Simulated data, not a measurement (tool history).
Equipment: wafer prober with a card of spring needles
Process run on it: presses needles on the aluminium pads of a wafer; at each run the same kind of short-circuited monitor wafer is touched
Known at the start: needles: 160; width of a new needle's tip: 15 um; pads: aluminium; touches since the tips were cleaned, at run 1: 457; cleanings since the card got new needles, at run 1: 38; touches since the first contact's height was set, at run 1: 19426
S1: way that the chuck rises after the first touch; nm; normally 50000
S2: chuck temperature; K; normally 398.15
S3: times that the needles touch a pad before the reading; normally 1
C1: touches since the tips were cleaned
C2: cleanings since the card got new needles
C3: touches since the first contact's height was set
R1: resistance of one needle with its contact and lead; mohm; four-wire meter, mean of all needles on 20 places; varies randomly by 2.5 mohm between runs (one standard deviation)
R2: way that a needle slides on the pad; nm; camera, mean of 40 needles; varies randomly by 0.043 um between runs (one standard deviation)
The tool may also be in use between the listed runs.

run,hour,S1,S2,S3,C1,C2,C3,R1,R2
1,0,50000,398.15,1,457,38,19426,290,11210
# hour 15.5: tips cleaned on abrasive film
# hour 34.9: tips cleaned on abrasive film
2,44.2,31000,398.15,1,4141,40,39087,309,7010
# hour 52: tips cleaned on abrasive film
# hour 71.4: tips cleaned on abrasive film
# hour 90.8: tips cleaned on abrasive film
# hour 107.5: tips cleaned on abrasive film
3,107.5,31000,398.15,1,0,44,67219,301,6900
# hour 126.9: tips cleaned on abrasive film
# hour 146.3: tips cleaned on abrasive film
# hour 165.7: tips cleaned on abrasive film
# hour 177.6: height of the first contact set anew
# hour 185.4: tips cleaned on abrasive film
4,190.1,31000,398.15,1,2112,48,5561,307,6920
# hour 201.8: tips cleaned on abrasive film
# hour 221.2: tips cleaned on abrasive film
# hour 240.6: tips cleaned on abrasive film
# hour 260: tips cleaned on abrasive film
# hour 279.4: tips cleaned on abrasive film
5,283.9,31000,398.15,1,2045,53,47268,304,6990
# hour 295.6: tips cleaned on abrasive film
# hour 315: tips cleaned on abrasive film
# hour 334.4: tips cleaned on abrasive film
6,335.4,31000,398.15,1,443,56,70131,314,6960
# hour 350.9: tips cleaned on abrasive film
# hour 370.3: tips cleaned on abrasive film
# hour 389.7: tips cleaned on abrasive film
# hour 397.7: height of the first contact set anew
# hour 409.4: tips cleaned on abrasive film
# hour 428.8: tips cleaned on abrasive film
7,431.7,31000,398.15,1,1304,61,15100,302,6940
# hour 447.2: tips cleaned on abrasive film
# hour 462.8: tips cleaned on abrasive film
8,472.5,31000,398.15,1,4344,63,33241,306,6930
# hour 480.3: tips cleaned on abrasive film
# hour 499.7: tips cleaned on abrasive film
9,512.5,31000,398.15,1,5742,65,51054,312,7000
# hour 516.5: tips cleaned on abrasive film
# hour 535.9: tips cleaned on abrasive film
# hour 555.3: tips cleaned on abrasive film
# hour 574.7: tips cleaned on abrasive film
10,576.2,50000,308.15,1,672,69,79316,261,11140
# hour 591.7: tips cleaned on abrasive film
# hour 611.1: tips cleaned on abrasive film
# hour 619.1: height of the first contact set anew
# hour 630.8: tips cleaned on abrasive film
11,642.8,50000,308.15,1,5360,72,10535,261,11230
# hour 646.7: tips cleaned on abrasive film
# hour 666.1: tips cleaned on abrasive film
# hour 681.7: tips cleaned on abrasive film
# hour 701.1: tips cleaned on abrasive film
# hour 720.4: tips cleaned on abrasive film
12,728.3,50000,398.15,1,3497,77,48522,289,11160
# hour 736: tips cleaned on abrasive film
# hour 755.4: tips cleaned on abrasive film
# hour 774.8: tips cleaned on abrasive film
13,784.7,50000,398.15,1,4409,80,73593,290,11210
# hour 792.5: tips cleaned on abrasive film
# hour 811.9: tips cleaned on abrasive film
# hour 831.3: tips cleaned on abrasive film
14,834.4,50000,314.15,1,1380,83,95668,261,11140
# hour 838.5: height of the first contact set anew
# hour 850.2: tips cleaned on abrasive film
# hour 869.6: tips cleaned on abrasive film
# hour 889: tips cleaned on abrasive film
# hour 908.4: tips cleaned on abrasive film
15,922.7,52000,298.15,2,6414,87,37455,255,11660
# hour 926.7: tips cleaned on abrasive film
# hour 946.1: tips cleaned on abrasive film
# hour 965.5: tips cleaned on abrasive film
# hour 984.8: tips cleaned on abrasive film
16,995.8,50000,311.15,3,4887,91,69933,263,11200
# hour 1003.6: tips cleaned on abrasive film
# hour 1023: tips cleaned on abrasive film
# hour 1042.4: tips cleaned on abrasive film
17,1046,50000,311.15,3,1606,94,92234,260,11250
# hour 1057.9: height of the first contact set anew
# hour 1061.8: tips cleaned on abrasive film
# hour 1081.2: tips cleaned on abrasive film
# hour 1100.6: tips cleaned on abrasive film
18,1100.9,70000,371.15,2,125,97,19094,270,15660
# hour 1116.4: tips cleaned on abrasive film
# hour 1135.8: tips cleaned on abrasive film
19,1150.1,41000,339.15,2,6413,99,41028,277,9110
# hour 1154.1: tips cleaned on abrasive film
# hour 1173.5: tips cleaned on abrasive film
# hour 1192.9: tips cleaned on abrasive film
# hour 1212.3: tips cleaned on abrasive film
# hour 1231.7: tips cleaned on abrasive film
20,1235.9,32000,339.15,1,1905,104,79148,281,7260
# hour 1247.6: tips cleaned on abrasive film
# hour 1263.1: tips cleaned on abrasive film
# hour 1278.9: height of the first contact set anew
# hour 1282.8: tips cleaned on abrasive film
21,1284.7,32000,330.15,2,839,107,2564,281,7210
# hour 1300.2: tips cleaned on abrasive film
# hour 1319.6: tips cleaned on abrasive film
# hour 1339: tips cleaned on abrasive film
# hour 1354.6: tips cleaned on abrasive film
22,1356.8,59000,398.15,1,1023,111,34628,283,13210

Expected results for the next run?
# hour 1372.4: tips cleaned on abrasive film
# hour 1387.9: tips cleaned on abrasive film
# hour 1407.3: tips cleaned on abrasive film
23,1421.9,33000,301.15,1,6533,114,63580,?,?

R1: 269 mohm
R2: 7340 nm
With the hidden condition absent and the run-to-run variation left alone, this run would have shown R1 267 mohm, R2 7340 nm.
